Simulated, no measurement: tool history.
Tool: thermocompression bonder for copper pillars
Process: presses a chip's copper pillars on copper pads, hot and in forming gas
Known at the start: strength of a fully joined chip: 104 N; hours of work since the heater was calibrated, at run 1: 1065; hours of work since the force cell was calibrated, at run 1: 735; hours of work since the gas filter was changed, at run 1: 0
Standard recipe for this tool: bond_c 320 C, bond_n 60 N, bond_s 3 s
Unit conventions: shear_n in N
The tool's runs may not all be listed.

run   hour  bond_c  bond_n  bond_s  hours of work since the heater was calibrated  hours of work since the force cell was calibrated  hours of work since the gas filter was changed  shear_n
  1    0.0     320      60       3                                           1065                                                735                                               0     34.7
  2   39.0     320      60       3                                           1081                                                752                                              17     34.8
  3   58.6     320      60       3                                           1090                                                760                                              25     35.3
  4   95.7     300      60       3                                           1106                                                776                                              41     25.6
  5  120.8     300      59       3                                           1116                                                787                                              52     25.8
  6  151.6     320      56       3                                           1129                                                800                                              65     33.5
  7  174.9     320      60       3                                           1139                                                810                                              75     35.2
  8  209.3     320      60       3                                           1154                                                825                                              90     34.1
  9  234.2     320      60       3                                           1165                                                835                                             100     33.6
 10  267.3     320      60       5                                           1179                                                849                                             114     41.4
 11  305.6     320      46       3                                           1195                                                866                                             131     29.0
 12  343.2     320      67       3                                           1211                                                882                                             147     35.4
     348.1  -- forming gas filter changed
 13  367.9     320      67       3                                           1222                                                892                                               8     36.5
 14  400.4     320      60       4                                           1236                                                906                                              22     38.3
 15  445.6     320      60       3                                           1255                                                925                                              42     34.2
 16  483.5     303      77       7                                           1271                                                942                                              58     43.2
 17  516.4     328      45       5                                           1285                                                956                                              72     39.6
     522.5  -- heater calibrated with a thermocouple chip
 18  549.9     349      60       3                                             12                                                969                                              85     44.8
 19  596.5     294      60       3                                             32                                                989                                             105     21.6
 20  628.8     294      60       3                                             46                                               1003                                             119     20.0
     650.0  -- heater calibrated with a thermocouple chip, once more
 21  662.4     304      50       3                                              5                                               1016                                             133     28.2
 22  695.9     304      50       3                                             20                                               1031                                             147     27.6

For run 23, what comes out?
     699.7  -- forming gas filter changed
 23  739.7     297      60       2                                             38                                               1049                                              17        ?

Run 23 came out at shear_n 24.6 N.
Had the tool carried no hidden state, the very same run would have given shear_n 24.0 N.
